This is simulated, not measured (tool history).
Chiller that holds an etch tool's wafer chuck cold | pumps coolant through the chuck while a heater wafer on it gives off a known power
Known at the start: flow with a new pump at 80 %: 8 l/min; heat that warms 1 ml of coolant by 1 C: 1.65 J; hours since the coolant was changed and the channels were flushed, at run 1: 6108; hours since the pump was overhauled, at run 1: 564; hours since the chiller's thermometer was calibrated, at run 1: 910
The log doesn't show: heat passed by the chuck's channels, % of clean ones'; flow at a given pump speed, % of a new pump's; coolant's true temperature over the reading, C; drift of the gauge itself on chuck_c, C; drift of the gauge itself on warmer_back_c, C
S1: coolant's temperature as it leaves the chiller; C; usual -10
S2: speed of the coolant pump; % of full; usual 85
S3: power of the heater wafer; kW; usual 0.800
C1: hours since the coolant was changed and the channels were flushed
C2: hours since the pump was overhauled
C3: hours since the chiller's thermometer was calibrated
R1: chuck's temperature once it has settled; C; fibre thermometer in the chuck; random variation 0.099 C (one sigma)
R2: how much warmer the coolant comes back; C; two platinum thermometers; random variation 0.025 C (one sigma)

run 1 day=0.000 | S1=-10 S2=85 S3=0.800 | C1=6108 C2=564 C3=910 | R1=-3.11 R2=3.39
run 2 day=0.846 | S1=-10 S2=85 S3=0.800 | C1=6128 C2=584 C3=930 | R1=-3.23 R2=3.42
run 3 day=1.829 | S1=-10 S2=85 S3=0.800 | C1=6152 C2=608 C3=954 | R1=-3.00 R2=3.41
run 4 day=3.054 | S1=-10 S2=85 S3=1.191 | C1=6181 C2=637 C3=983 | R1=0.39 R2=5.02
run 5 day=3.892 | S1=-10 S2=85 S3=0.464 | C1=6201 C2=657 C3=1004 | R1=-6.13 R2=1.94
run 6 day=4.604 | S1=-10 S2=85 S3=0.464 | C1=6218 C2=674 C3=1021 | R1=-5.88 R2=1.97
run 7 day=5.942 | S1=-10 S2=85 S3=0.464 | C1=6250 C2=706 C3=1053 | R1=-6.10 R2=1.95
run 8 day=7.208 | S1=-14 S2=85 S3=0.416 | C1=6281 C2=737 C3=1083 | R1=-10.41 R2=1.75

The next listed run, before its measurement:
run 9 day=7.983 | S1=-3 S2=76 S3=0.635 | C1=6299 C2=755 C3=1102 | R1=? R2=?

{"run 9": {"R1": 3.15, "R2": 3.05}}
Without the tool's hidden state the same run would have given R1 3.14 C, R2 3.05 C.
